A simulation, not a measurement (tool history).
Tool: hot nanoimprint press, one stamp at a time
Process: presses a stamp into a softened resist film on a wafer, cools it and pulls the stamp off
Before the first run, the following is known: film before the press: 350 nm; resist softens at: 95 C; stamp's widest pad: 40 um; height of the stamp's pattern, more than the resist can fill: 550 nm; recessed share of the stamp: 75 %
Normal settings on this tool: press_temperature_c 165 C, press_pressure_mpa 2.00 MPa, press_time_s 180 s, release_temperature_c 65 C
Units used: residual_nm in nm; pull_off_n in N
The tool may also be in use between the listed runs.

Run 1, hour 0.0: usual settings. Result: residual_nm 188.5 nm, pull_off_n 194.6 N.
Run 2, hour 14.9: usual settings. Result: residual_nm 188.9 nm, pull_off_n 196.4 N.
Run 3, hour 27.9: usual settings but press_time_s 355 s. Result: residual_nm 151.6 nm, pull_off_n 197.9 N.
Run 4, hour 35.2: usual settings but press_time_s 355 s. Result: residual_nm 151.2 nm, pull_off_n 197.4 N.
Run 5, hour 43.7: usual settings but press_time_s 355 s. Result: residual_nm 150.9 nm, pull_off_n 197.9 N.
Run 6, hour 54.5: usual settings but press_time_s 355 s. Result: residual_nm 151.2 nm, pull_off_n 198.2 N.
Run 7, hour 69.8: usual settings but press_time_s 355 s. Result: residual_nm 151.3 nm, pull_off_n 199.0 N.
At hour 85.2: stamp cleaned and given a new release coat.
Run 8, hour 90.6: usual settings but press_time_s 355 s. Result: residual_nm 150.8 nm, pull_off_n 186.2 N.
Run 9, hour 105.6: usual settings but press_time_s 355 s. Result: residual_nm 150.8 nm, pull_off_n 187.6 N.
Run 10, hour 115.2: usual settings but press_time_s 355 s. Result: residual_nm 150.8 nm, pull_off_n 188.8 N.
Run 11, hour 129.0: usual settings. Result: residual_nm 188.2 nm, pull_off_n 188.3 N.
Run 12, hour 140.5: usual settings. Result: residual_nm 188.1 nm, pull_off_n 190.1 N.
Run 13, hour 149.5: usual settings. Result: residual_nm 188.2 nm, pull_off_n 189.1 N.
Run 14, hour 164.8: usual settings. Result: residual_nm 188.1 nm, pull_off_n 192.0 N.
At hour 172.1: plate thermocouple calibrated.
Run 15, hour 184.0: usual settings but press_time_s 91 s. Result: residual_nm 237.2 nm, pull_off_n 195.6 N.
Run 16, hour 196.1: usual settings but press_time_s 91 s. Result: residual_nm 237.8 nm, pull_off_n 194.4 N.
Run 17, hour 211.9: usual settings but press_temperature_c 167 C, press_pressure_mpa 1.26 MPa, press_time_s 104 s, release_temperature_c 67 C. Result: residual_nm 256.5 nm, pull_off_n 193.6 N.
Run 18, hour 220.9: usual settings but release_temperature_c 61 C. Result: residual_nm 197.2 nm, pull_off_n 202.5 N.
Run 19, hour 232.7: usual settings but press_temperature_c 172 C, release_temperature_c 64 C. Result: residual_nm 147.7 nm, pull_off_n 200.0 N.
Run 20, hour 248.4: usual settings but press_temperature_c 168 C, press_pressure_mpa 2.48 MPa, press_time_s 95 s, release_temperature_c 64 C. Result: residual_nm 191.5 nm, pull_off_n 199.9 N.
Run 21, hour 264.3: usual settings but press_temperature_c 168 C, press_pressure_mpa 2.48 MPa, press_time_s 124 s, release_temperature_c 70 C. Result: residual_nm 175.8 nm, pull_off_n 193.6 N.
Run 22, hour 271.8: usual settings but press_temperature_c 175 C. Result: residual_nm 130.3 nm, pull_off_n 199.9 N.
Run 23, hour 287.8: usual settings but press_temperature_c 175 C, press_pressure_mpa 1.32 MPa. Result: residual_nm 163.4 nm, pull_off_n 201.9 N.
At hour 301.7: stamp cleaned and given a new release coat.
Run 24, hour 307.9: usual settings but press_temperature_c 175 C, press_pressure_mpa 1.32 MPa. Result: residual_nm 163.0 nm, pull_off_n 188.4 N.
Run 25, hour 319.3: usual settings but press_temperature_c 175 C, press_pressure_mpa 1.32 MPa. Result: residual_nm 162.9 nm, pull_off_n 188.7 N.
Run 26, hour 334.6: usual settings but press_temperature_c 175 C, press_pressure_mpa 1.32 MPa. Result: residual_nm 163.0 nm, pull_off_n 189.9 N.
Run 27, hour 343.8: usual settings but press_temperature_c 175 C, press_pressure_mpa 1.32 MPa. Result: residual_nm 162.7 nm, pull_off_n 190.1 N.
Run 28, hour 359.0: usual settings but press_temperature_c 154 C, press_pressure_mpa 1.32 MPa. Result: residual_nm 309.9 nm, pull_off_n 192.8 N.
Run 29, hour 372.2: usual settings but press_pressure_mpa 3.14 MPa. Result: residual_nm 157.1 nm, pull_off_n 193.0 N.

For each run, the measured value with the value that run would have given without the tool's hidden condition subtracted. The run-to-run variation is shared by both, the gauge scatter possibly not:
Hidden state present: true temperature over the reading, C; pressure that arrives at the usual setting, %; grip of the stamp's worn release coat, % over a new coat's; drift of the gauge itself on residual_nm, %; drift of the gauge itself on pull_off_n, %.
run  residual_nm  pull_off_n
  1         -7.0        +7.2
  2         -7.1        +8.2
  3         -6.4        +9.1
  4         -6.5        +9.6
  5         -6.6       +10.1
  6         -6.6       +10.8
  7         -6.8       +11.8
  8         -6.8        -1.4
  9         -6.9        -0.4
 10         -7.0        +0.3
 11         -7.9        +1.2
 12         -7.9        +1.9
 13         -7.9        +2.4
 14         -8.0        +3.6
 15         +1.7        +6.5
 16         +1.6        +7.2
 17         +0.5        +8.2
 18         +1.5        +9.2
 19         +1.3        +9.8
 20         +2.1       +10.8
 21         +1.8       +11.5
 22         +1.1       +12.3
 23         +0.2       +13.5
 24         +0.1        +0.0
 25         +0.0        +0.8
 26         -0.1        +1.8
 27         -0.2        +2.3
 28         -0.6        +3.4
 29         +2.2        +4.3

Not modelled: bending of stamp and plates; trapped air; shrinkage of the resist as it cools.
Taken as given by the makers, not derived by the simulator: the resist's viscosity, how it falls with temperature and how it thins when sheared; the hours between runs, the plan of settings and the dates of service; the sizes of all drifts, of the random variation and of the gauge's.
